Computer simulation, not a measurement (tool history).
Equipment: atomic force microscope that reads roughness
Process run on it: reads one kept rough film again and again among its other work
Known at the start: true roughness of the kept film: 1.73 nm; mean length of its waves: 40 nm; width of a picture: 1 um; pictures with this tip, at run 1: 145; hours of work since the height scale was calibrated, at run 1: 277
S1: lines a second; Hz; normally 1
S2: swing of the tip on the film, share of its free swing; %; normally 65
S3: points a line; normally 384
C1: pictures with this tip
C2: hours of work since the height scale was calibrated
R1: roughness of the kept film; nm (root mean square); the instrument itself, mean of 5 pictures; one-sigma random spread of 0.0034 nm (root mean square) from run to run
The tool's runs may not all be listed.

| run | hour | S1 | S2 | S3 | C1 | C2 | R1 |
|---|---|---|---|---|---|---|---|
| 1 | 0 | 1 | 65 | 384 | 145 | 277 | 1.587 |
| 2 | 9.9 | 1 | 65 | 381 | 158 | 282 | 1.584 |
| 3 | 29.9 | 0.82 | 65 | 384 | 183 | 292 | 1.59 |
| 4 | 50.8 | 3.28 | 65 | 384 | 209 | 303 | 1.431 |
| 5 | 63.6 | 3.28 | 65 | 384 | 225 | 309 | 1.422 |
| 6 | 78.2 | 3.28 | 65 | 371 | 244 | 317 | 1.425 |
| 7 | 88 | 3.28 | 84 | 371 | 256 | 322 | 1.148 |

Run 8, settings as shown, results not yet in. Your forecast:
| 8 | 106.1 | 3.28 | 84 | 371 | 279 | 331 | ? |

Logged for run 8: R1 1.143 nm (root mean square).
Were there no unlogged condition in the tool, this run, its random variation unchanged, would have produced R1 1.172 nm (root mean square).

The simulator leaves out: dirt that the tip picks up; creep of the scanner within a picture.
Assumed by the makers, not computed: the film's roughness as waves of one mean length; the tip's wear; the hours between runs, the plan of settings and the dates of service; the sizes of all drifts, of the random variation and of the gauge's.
